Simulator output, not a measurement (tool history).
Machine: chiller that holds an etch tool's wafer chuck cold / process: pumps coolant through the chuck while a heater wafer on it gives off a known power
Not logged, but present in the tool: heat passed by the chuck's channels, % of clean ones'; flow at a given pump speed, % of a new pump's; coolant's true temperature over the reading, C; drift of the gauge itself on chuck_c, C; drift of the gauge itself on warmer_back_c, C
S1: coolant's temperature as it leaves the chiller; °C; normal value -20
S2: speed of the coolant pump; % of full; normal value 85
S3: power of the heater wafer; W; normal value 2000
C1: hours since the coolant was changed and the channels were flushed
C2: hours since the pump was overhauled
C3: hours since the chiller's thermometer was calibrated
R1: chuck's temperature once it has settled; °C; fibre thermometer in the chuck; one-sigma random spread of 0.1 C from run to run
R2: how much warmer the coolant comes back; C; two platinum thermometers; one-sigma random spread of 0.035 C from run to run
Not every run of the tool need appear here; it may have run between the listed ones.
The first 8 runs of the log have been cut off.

run 9 day=18.158 | S1=-20 S2=73 S3=2000 | C1=3850 C2=2996 C3=3351 | R1=-1.3 R2=7.73
run 10 day=21.292 | S1=-20 S2=73 S3=2000 | C1=3926 C2=3071 C3=3426 | R1=-1.3 R2=7.76
run 11 day=24.438 | S1=-20 S2=73 S3=2386 | C1=4001 C2=3147 C3=3501 | R1=2.4 R2=9.27
run 12 day=27.492 | S1=-20 S2=85 S3=2000 | C1=4074 C2=3220 C3=3575 | R1=-3.5 R2=6.66
run 13 day=30.050 | S1=-20 S2=85 S3=2000 | C1=4136 C2=3281 C3=3636 | R1=-3.4 R2=6.74
run 14 day=31.825 | S1=-20 S2=85 S3=2000 | C1=4178 C2=3324 C3=3679 | R1=-3.2 R2=6.65
run 15 day=33.533 | S1=-20 S2=85 S3=2000 | C1=4219 C2=3365 C3=3720 | R1=-3.1 R2=6.63
run 16 day=36.250 | S1=-20 S2=85 S3=2000 | C1=4285 C2=3430 C3=3785 | R1=-3.1 R2=6.70
run 17 day=38.271 | S1=-20 S2=94 S3=2000 | C1=4333 C2=3479 C3=3833 | R1=-4.4 R2=6.10
run 18 day=40.188 | S1=-20 S2=94 S3=2000 | C1=4379 C2=3525 C3=3879 | R1=-4.5 R2=6.07
run 19 day=42.683 | S1=-28 S2=70 S3=2000 | C1=4439 C2=3585 C3=3939 | R1=-8.2 R2=8.22
run 20 day=44.333 | S1=-28 S2=70 S3=2000 | C1=4479 C2=3624 C3=3979 | R1=-8.1 R2=8.16
run 21 day=46.958 | S1=-28 S2=70 S3=2000 | C1=4542 C2=3687 C3=4042 | R1=-7.7 R2=8.28
-- day=47.154 chiller's thermometer calibrated
run 22 day=48.788 | S1=-28 S2=70 S3=2000 | C1=4584 C2=3730 C3=39 | R1=-7.9 R2=8.29
run 23 day=50.254 | S1=-25 S2=63 S3=1685 | C1=4620 C2=3765 C3=74 | R1=-6.6 R2=7.70
-- day=53.242 chiller's thermometer calibrated, once more
run 24 day=53.362 | S1=-27 S2=85 S3=2278 | C1=4693 C2=3839 C3=3 | R1=-6.9 R2=7.80
run 25 day=54.879 | S1=-30 S2=85 S3=1570 | C1=4730 C2=3875 C3=39 | R1=-16.0 R2=5.35
run 26 day=57.471 | S1=-13 S2=67 S3=1570 | C1=4792 C2=3938 C3=101 | R1=4.2 R2=6.78
run 27 day=59.175 | S1=-13 S2=67 S3=2057 | C1=4833 C2=3979 C3=142 | R1=9.3 R2=8.96
run 28 day=61.538 | S1=-28 S2=95 S3=1226 | C1=4889 C2=4035 C3=199 | R1=-17.8 R2=3.72
run 29 day=63.146 | S1=-28 S2=85 S3=1512 | C1=4928 C2=4074 C3=238 | R1=-14.3 R2=5.16
run 30 day=64.558 | S1=-28 S2=85 S3=1512 | C1=4962 C2=4108 C3=272 | R1=-14.3 R2=5.20

Run 31 comes next. What will it give?
-- day=65.754 coolant changed, channels flushed
run 31 day=67.746 | S1=-28 S2=85 S3=1512 | C1=48 C2=4178 C3=342 | R1=? R2=?

{"run 31": {"R1": -16.5, "R2": 5.23}}
The same run, on a tool lacking any hidden state, would have yielded R1 -17.9 °C, R2 4.51 C.

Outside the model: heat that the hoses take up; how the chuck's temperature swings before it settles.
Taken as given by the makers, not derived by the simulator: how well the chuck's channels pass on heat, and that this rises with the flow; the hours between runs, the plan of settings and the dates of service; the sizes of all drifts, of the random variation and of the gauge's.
